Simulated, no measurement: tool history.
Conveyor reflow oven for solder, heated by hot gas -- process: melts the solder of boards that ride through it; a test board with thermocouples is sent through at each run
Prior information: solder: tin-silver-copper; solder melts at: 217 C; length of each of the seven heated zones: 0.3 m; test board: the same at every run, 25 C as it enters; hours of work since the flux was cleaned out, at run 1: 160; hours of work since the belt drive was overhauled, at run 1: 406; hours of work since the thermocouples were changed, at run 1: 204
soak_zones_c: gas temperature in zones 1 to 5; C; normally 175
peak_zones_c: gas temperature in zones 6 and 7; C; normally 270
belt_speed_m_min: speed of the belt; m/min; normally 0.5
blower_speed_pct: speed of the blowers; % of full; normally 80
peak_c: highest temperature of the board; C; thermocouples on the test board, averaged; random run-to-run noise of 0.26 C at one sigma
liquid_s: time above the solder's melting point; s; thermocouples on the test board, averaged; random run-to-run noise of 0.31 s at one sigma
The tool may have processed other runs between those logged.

| run | day | soak_zones_c | peak_zones_c | belt_speed_m_min | blower_speed_pct | hours of work since the flux was cleaned out | hours of work since the belt drive was overhauled | hours of work since the thermocouples were changed | peak_c | liquid_s |
|---|---|---|---|---|---|---|---|---|---|---|
| 1 | 0 | 175 | 270 | 0.5 | 80 | 160 | 406 | 204 | 254.5 | 56.7 |
| 2 | 0.204 | 175 | 270 | 0.5 | 80 | 163 | 409 | 207 | 255 | 56.8 |
| 3 | 0.529 | 175 | 270 | 0.5 | 80 | 168 | 414 | 212 | 255.1 | 56.8 |
| 4 | 0.867 | 175 | 270 | 0.5 | 80 | 173 | 418 | 217 | 254.3 | 56.4 |
| 5 | 1.262 | 175 | 270 | 0.5 | 80 | 178 | 424 | 222 | 254.9 | 56.7 |
| 6 | 1.462 | 175 | 270 | 0.5 | 80 | 181 | 427 | 225 | 254.7 | 56.4 |
| 7 | 1.854 | 175 | 270 | 0.445 | 88 | 187 | 433 | 231 | 259.7 | 67.6 |
| 8 | 2.233 | 180 | 270 | 0.5 | 80 | 192 | 438 | 237 | 255.4 | 59 |
| 9 | 2.571 | 175 | 270 | 0.41 | 80 | 197 | 443 | 241 | 260.5 | 74.2 |
| 10 | 2.958 | 166 | 266 | 0.406 | 51 | 203 | 449 | 247 | 246.4 | 58 |
| 11 | 3.292 | 166 | 266 | 0.406 | 51 | 208 | 454 | 252 | 246.7 | 57.5 |

Here are 4 independent what-if runs from the current tool condition. What would each one return?
| A | 3.483 | 166 | 266 | 0.406 | 52 | 211 | 456 | 255 | ? | ? |
| B | 3.483 | 180 | 266 | 0.523 | 64 | 211 | 456 | 255 | ? | ? |
| C | 3.483 | 166 | 266 | 0.406 | 80 | 211 | 456 | 255 | ? | ? |
| D | 3.483 | 175 | 272 | 0.454 | 72 | 211 | 456 | 255 | ? | ? |

| run | peak_c | liquid_s |
|---|---|---|
| A | 246.8 | 58.4 |
| B | 245.4 | 47.5 |
| C | 255.9 | 68.7 |
| D | 256.9 | 64.1 |
What these runs would have given with no unlogged condition in the tool:
| run | peak_c | liquid_s |
|---|---|---|
| A | 246.7 | 57.7 |
| B | 245.6 | 47.3 |
| C | 256 | 68.2 |
| D | 257.1 | 63.6 |
